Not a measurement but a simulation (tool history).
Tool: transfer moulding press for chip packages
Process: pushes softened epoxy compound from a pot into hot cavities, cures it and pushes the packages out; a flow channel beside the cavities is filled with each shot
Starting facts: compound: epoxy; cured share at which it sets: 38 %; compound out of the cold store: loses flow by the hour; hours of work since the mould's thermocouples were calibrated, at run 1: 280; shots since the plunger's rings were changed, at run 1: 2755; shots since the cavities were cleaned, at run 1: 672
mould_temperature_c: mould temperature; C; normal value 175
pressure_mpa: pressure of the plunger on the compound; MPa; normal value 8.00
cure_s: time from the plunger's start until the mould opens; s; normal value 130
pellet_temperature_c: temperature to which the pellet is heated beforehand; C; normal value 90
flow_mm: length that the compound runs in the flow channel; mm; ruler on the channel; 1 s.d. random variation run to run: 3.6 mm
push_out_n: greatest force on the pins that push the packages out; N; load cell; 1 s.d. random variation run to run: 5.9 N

run   hour  mould_temperature_c  pressure_mpa  cure_s  pellet_temperature_c  hours of work since the mould's thermocouples were calibrated  shots since the plunger's rings were changed  shots since the cavities were cleaned  incoming compound's hours out of the cold store  flow_mm  push_out_n
  1    0.0                  175          8.00     130                    90                                                            280                                          2755                                    672                                             23.9      615         359
  2    8.4                  175          8.00     130                    90                                                            286                                          2844                                    761                                             45.6      560         345
  3   16.4                  175          8.00     130                    90                                                            292                                          2929                                    846                                             23.1      617         350
      28.8  -- cavities cleaned with cleaning compound and waxed
  4   28.8                  175          8.00     130                    90                                                            301                                          3043                                      0                                             17.0      635         219
  5   38.3                  175          8.00     130                    90                                                            308                                          3143                                    100                                             27.7      597         241
  6   46.8                  175          8.00     130                    90                                                            315                                          3233                                    190                                             13.5      637         270
  7   58.8                  175          8.00     130                    90                                                            324                                          3359                                    316                                             15.0      623         305
  8   66.0                  175          8.00     130                    90                                                            330                                          3436                                    393                                             27.7      593         316
  9   72.4                  167          6.54     161                    84                                                            335                                          3503                                    460                                             41.3      528         343
      78.8  -- plunger's sealing rings changed
 10   81.1                  167          6.54     161                    84                                                            339                                            24                                    525                                             41.9      546         351
 11   86.9                  171          6.26     161                    84                                                            344                                            85                                    586                                             43.1      519         302
 12   93.3                  171          6.26     161                    93                                                            349                                           153                                    654                                             31.0      543         319
 13  101.3                  178          9.72     113                    96                                                            355                                           237                                    738                                             14.5      708         389
 14  113.0                  171          8.49     113                    96                                                            364                                           360                                    861                                              8.9      693         646
     124.1  -- cavities cleaned with cleaning compound and waxed
 15  126.6                  174          7.39     160                    86                                                            373                                           488                                     26                                             14.0      630         196
 16  134.6                  174          7.39     160                    86                                                            379                                           572                                    110                                             19.6      615         209

Each row is a separate what-if for the run after 16, all from the same tool condition, not one after another. Results?
  A  141.7                  174          9.99     145                    95                                                            385                                           647                                    185                                             36.1        ?           ?
  B  141.7                  174          7.39     165                    86                                                            385                                           647                                    185                                             30.7        ?           ?
  C  141.7                  172          8.00     130                    90                                                            385                                           647                                    185                                             30.3        ?           ?
  D  141.7                  172          6.39     130                    83                                                            385                                           647                                    185                                             22.3        ?           ?

run  flow_mm  push_out_n
  A      656         235
  B      581         228
  C      618         314
  D      569         329
Stripped of hidden state, with their random variation kept, the same runs would have yielded:
run  flow_mm  push_out_n
  A      663         190
  B      587         183
  C      625         258
  D      575         273

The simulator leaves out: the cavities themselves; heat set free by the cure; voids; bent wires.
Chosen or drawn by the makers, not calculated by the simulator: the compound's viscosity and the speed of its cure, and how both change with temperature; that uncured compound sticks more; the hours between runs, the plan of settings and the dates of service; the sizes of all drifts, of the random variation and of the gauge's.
